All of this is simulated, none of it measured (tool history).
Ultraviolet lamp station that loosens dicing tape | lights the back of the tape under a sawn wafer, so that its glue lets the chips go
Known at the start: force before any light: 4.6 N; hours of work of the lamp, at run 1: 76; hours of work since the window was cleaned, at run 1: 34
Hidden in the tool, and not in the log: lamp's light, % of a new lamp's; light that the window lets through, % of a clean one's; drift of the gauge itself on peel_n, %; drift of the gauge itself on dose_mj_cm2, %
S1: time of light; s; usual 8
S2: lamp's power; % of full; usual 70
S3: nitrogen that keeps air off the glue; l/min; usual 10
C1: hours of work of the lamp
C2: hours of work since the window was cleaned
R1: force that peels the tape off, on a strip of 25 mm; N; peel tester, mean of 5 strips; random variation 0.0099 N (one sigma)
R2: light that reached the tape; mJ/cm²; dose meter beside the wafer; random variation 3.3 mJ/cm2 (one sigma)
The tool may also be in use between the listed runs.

{"run": 1, "day": 0.0, "S1": 8, "S2": 70, "S3": 10, "C1": 76, "C2": 34, "R1": 0.436, "R2": 497}
{"run": 2, "day": 1.333, "S1": 8, "S2": 70, "S3": 10, "C1": 89, "C2": 48, "R1": 0.452, "R2": 504}
{"run": 3, "day": 2.638, "S1": 8, "S2": 70, "S3": 10, "C1": 102, "C2": 61, "R1": 0.45, "R2": 507}
{"run": 4, "day": 3.275, "S1": 4, "S2": 70, "S3": 10, "C1": 108, "C2": 67, "R1": 1.407, "R2": 252}
{"run": 5, "day": 4.112, "S1": 4, "S2": 70, "S3": 10, "C1": 117, "C2": 75, "R1": 1.413, "R2": 249}
{"run": 6, "day": 5.0, "S1": 4, "S2": 70, "S3": 10, "C1": 126, "C2": 84, "R1": 1.429, "R2": 249}
{"run": 7, "day": 6.521, "S1": 4, "S2": 70, "S3": 10, "C1": 141, "C2": 99, "R1": 1.437, "R2": 247}
{"run": 8, "day": 7.688, "S1": 4, "S2": 70, "S3": 10, "C1": 152, "C2": 111, "R1": 1.384, "R2": 247}
{"run": 9, "day": 8.442, "S1": 6, "S2": 70, "S3": 10, "C1": 160, "C2": 118, "R1": 0.821, "R2": 372}
{"run": 10, "day": 9.662, "S1": 6, "S2": 70, "S3": 4, "C1": 172, "C2": 131, "R1": 1.274, "R2": 370}
{"run": 11, "day": 10.912, "S1": 8, "S2": 70, "S3": 10, "C1": 184, "C2": 143, "R1": 0.476, "R2": 491}
{"run": 12, "day": 11.592, "S1": 8, "S2": 70, "S3": 10, "C1": 191, "C2": 150, "R1": 0.486, "R2": 493}
{"run": 13, "day": 12.792, "S1": 8, "S2": 70, "S3": 10, "C1": 203, "C2": 162, "R1": 0.503, "R2": 485}
{"run": 14, "day": 14.188, "S1": 8, "S2": 70, "S3": 10, "C1": 217, "C2": 176, "R1": 0.487, "R2": 485}
{"run": 15, "day": 15.412, "S1": 8, "S2": 70, "S3": 10, "C1": 229, "C2": 188, "R1": 0.509, "R2": 480}
{"run": 16, "day": 16.592, "S1": 8, "S2": 70, "S3": 10, "C1": 241, "C2": 199, "R1": 0.515, "R2": 475}
{"run": 17, "day": 17.608, "S1": 16, "S2": 70, "S3": 10, "C1": 251, "C2": 210, "R1": 0.115, "R2": 952}
{"run": 18, "day": 18.567, "S1": 14, "S2": 70, "S3": 10, "C1": 260, "C2": 219, "R1": 0.145, "R2": 825}
{"run": 19, "day": 19.708, "S1": 14, "S2": 70, "S3": 8, "C1": 272, "C2": 230, "R1": 0.173, "R2": 832}
{"run": 20, "day": 20.358, "S1": 14, "S2": 70, "S3": 8, "C1": 278, "C2": 237, "R1": 0.169, "R2": 828}
{"run": 21, "day": 21.392, "S1": 8, "S2": 70, "S3": 7, "C1": 289, "C2": 247, "R1": 0.638, "R2": 470}
{"run": 22, "day": 22.858, "S1": 8, "S2": 70, "S3": 7, "C1": 303, "C2": 262, "R1": 0.659, "R2": 468}
{"run": 23, "day": 24.125, "S1": 8, "S2": 70, "S3": 7, "C1": 316, "C2": 274, "R1": 0.658, "R2": 467}
{"run": 24, "day": 25.367, "S1": 9, "S2": 70, "S3": 7, "C1": 328, "C2": 287, "R1": 0.517, "R2": 519}
{"run": 25, "day": 26.083, "S1": 5, "S2": 88, "S3": 8, "C1": 335, "C2": 294, "R1": 0.924, "R2": 364}
{"run": 26, "day": 27.454, "S1": 5, "S2": 88, "S3": 8, "C1": 349, "C2": 308, "R1": 0.948, "R2": 368}
{"run": 27, "day": 28.721, "S1": 6, "S2": 63, "S3": 5, "C1": 361, "C2": 320, "R1": 1.479, "R2": 311}
{"run": 28, "day": 29.796, "S1": 8, "S2": 79, "S3": 7, "C1": 372, "C2": 331, "R1": 0.549, "R2": 513}
{"run": 29, "day": 31.092, "S1": 9, "S2": 78, "S3": 10, "C1": 385, "C2": 344, "R1": 0.334, "R2": 574}
{"run": 30, "day": 31.808, "S1": 6, "S2": 66, "S3": 8, "C1": 392, "C2": 351, "R1": 1.115, "R2": 320}
{"run": 31, "day": 33.346, "S1": 8, "S2": 89, "S3": 20, "C1": 407, "C2": 366, "R1": 0.226, "R2": 578}
{"run": 32, "day": 34.179, "S1": 10, "S2": 93, "S3": 19, "C1": 416, "C2": 374, "R1": 0.129, "R2": 753}
{"run": 33, "day": 35.662, "S1": 10, "S2": 93, "S3": 19, "C1": 430, "C2": 389, "R1": 0.137, "R2": 739}
{"run": 34, "day": 36.642, "S1": 5, "S2": 70, "S3": 10, "C1": 440, "C2": 399, "R1": 1.257, "R2": 279}
{"run": 35, "day": 37.779, "S1": 15, "S2": 97, "S3": 19, "C1": 452, "C2": 410, "R1": 0.084, "R2": 1152}
{"run": 36, "day": 38.6, "S1": 15, "S2": 97, "S3": 19, "C1": 460, "C2": 418, "R1": 0.08, "R2": 1167}
{"run": 37, "day": 39.604, "S1": 11, "S2": 74, "S3": 7, "C1": 470, "C2": 428, "R1": 0.344, "R2": 650}
{"run": 38, "day": 40.258, "S1": 5, "S2": 84, "S3": 7, "C1": 476, "C2": 435, "R1": 1.086, "R2": 328}
{"run": 39, "day": 41.588, "S1": 5, "S2": 84, "S3": 7, "C1": 489, "C2": 448, "R1": 1.172, "R2": 331}
{"run": 40, "day": 42.421, "S1": 10, "S2": 77, "S3": 6, "C1": 498, "C2": 456, "R1": 0.442, "R2": 596}
{"run": 41, "day": 43.433, "S1": 10, "S2": 77, "S3": 6, "C1": 508, "C2": 466, "R1": 0.448, "R2": 600}
{"run": 42, "day": 44.642, "S1": 10, "S2": 77, "S3": 6, "C1": 520, "C2": 478, "R1": 0.446, "R2": 598}
{"run": 43, "day": 46.096, "S1": 13, "S2": 74, "S3": 3, "C1": 534, "C2": 493, "R1": 0.476, "R2": 748}
{"run": 44, "day": 46.908, "S1": 8, "S2": 65, "S3": 10, "C1": 542, "C2": 501, "R1": 0.723, "R2": 401}
{"run": 45, "day": 47.704, "S1": 8, "S2": 65, "S3": 10, "C1": 550, "C2": 509, "R1": 0.722, "R2": 396}

The same runs without the tool's hidden state, with the same run-to-run variation:
run=1 R1=0.415 R2=509
run=2 R1=0.425 R2=519
run=3 R1=0.419 R2=524
run=4 R1=1.349 R2=261
run=5 R1=1.351 R2=259
run=6 R1=1.36 R2=259
run=7 R1=1.36 R2=258
run=8 R1=1.304 R2=260
run=9 R1=0.752 R2=393
run=10 R1=1.182 R2=392
run=11 R1=0.418 R2=522
run=12 R1=0.426 R2=526
run=13 R1=0.438 R2=519
run=14 R1=0.419 R2=521
run=15 R1=0.435 R2=519
run=16 R1=0.436 R2=515
run=17 R1=0.101 R2=1036
run=18 R1=0.122 R2=901
run=19 R1=0.142 R2=913
run=20 R1=0.137 R2=910
run=21 R1=0.527 R2=518
run=22 R1=0.543 R2=519
run=23 R1=0.536 R2=520
run=24 R1=0.41 R2=581
run=25 R1=0.767 R2=409
run=26 R1=0.781 R2=415
run=27 R1=1.271 R2=352
run=28 R1=0.424 R2=583
run=29 R1=0.247 R2=655
run=30 R1=0.915 R2=366
run=31 R1=0.164 R2=664
run=32 R1=0.101 R2=868
run=33 R1=0.105 R2=858
run=34 R1=1.02 R2=325
run=35 R1=0.08 R2=1345
run=36 R1=0.076 R2=1367
run=37 R1=0.237 R2=763
run=38 R1=0.854 R2=387
run=39 R1=0.914 R2=392
run=40 R1=0.303 R2=709
run=41 R1=0.306 R2=715
run=42 R1=0.303 R2=716
run=43 R1=0.32 R2=900
run=44 R1=0.505 R2=485
run=45 R1=0.503 R2=480

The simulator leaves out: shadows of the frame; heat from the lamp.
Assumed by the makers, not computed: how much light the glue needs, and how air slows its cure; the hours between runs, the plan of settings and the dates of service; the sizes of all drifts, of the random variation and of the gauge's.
